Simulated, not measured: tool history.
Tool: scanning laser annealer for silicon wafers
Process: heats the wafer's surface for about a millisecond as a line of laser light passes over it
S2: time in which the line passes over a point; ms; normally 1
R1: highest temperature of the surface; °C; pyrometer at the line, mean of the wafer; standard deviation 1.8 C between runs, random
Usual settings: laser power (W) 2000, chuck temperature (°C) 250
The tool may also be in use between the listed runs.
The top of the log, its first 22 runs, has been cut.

Run 23, hour 962.6: usual settings. Result: R1 988 °C.
Run 24, hour 1000.4: usual settings but laser power (W) 1721, S2 0.71 ms. Result: R1 769 °C.
At hour 1007.9: window over the wafer cleaned.
Run 25, hour 1058.7: usual settings but laser power (W) 1767, S2 1.16 ms. Result: R1 955 °C.
Run 26, hour 1104.3: usual settings but laser power (W) 1714, chuck temperature (°C) 247. Result: R1 874 °C.
Run 27, hour 1144.9: usual settings but laser power (W) 2114, S2 0.73 ms, chuck temperature (°C) 217. Result: R1 869 °C.
Run 28, hour 1198.8: usual settings but laser power (W) 2114, S2 0.73 ms, chuck temperature (°C) 217. Result: R1 871 °C.
Run 29, hour 1265.7: usual settings but laser power (W) 2114, S2 0.73 ms, chuck temperature (°C) 217. Result: R1 874 °C.
Run 30, hour 1314.6: usual settings but S2 1.16 ms, chuck temperature (°C) 258. Result: R1 1062 °C.
Run 31, hour 1377.4: usual settings but laser power (W) 1810, S2 0.71 ms, chuck temperature (°C) 287. Result: R1 836 °C.
Run 32, hour 1413.4: usual settings but laser power (W) 2149. Result: R1 1048 °C.
Run 33, hour 1470.4: usual settings but laser power (W) 1942, S2 0.96 ms, chuck temperature (°C) 281. Result: R1 981 °C.
Run 34, hour 1514.9: usual settings but laser power (W) 2153, S2 0.76 ms, chuck temperature (°C) 281. Result: R1 964 °C.

What will run 35 give?
Run 35, hour 1583.2: usual settings but laser power (W) 2153, S2 0.76 ms, chuck temperature (°C) 281. Result: R1 ?.

Run 35 came out at R1 964 °C.
Minus the tool's unlogged condition, the same run would have read R1 964 °C.

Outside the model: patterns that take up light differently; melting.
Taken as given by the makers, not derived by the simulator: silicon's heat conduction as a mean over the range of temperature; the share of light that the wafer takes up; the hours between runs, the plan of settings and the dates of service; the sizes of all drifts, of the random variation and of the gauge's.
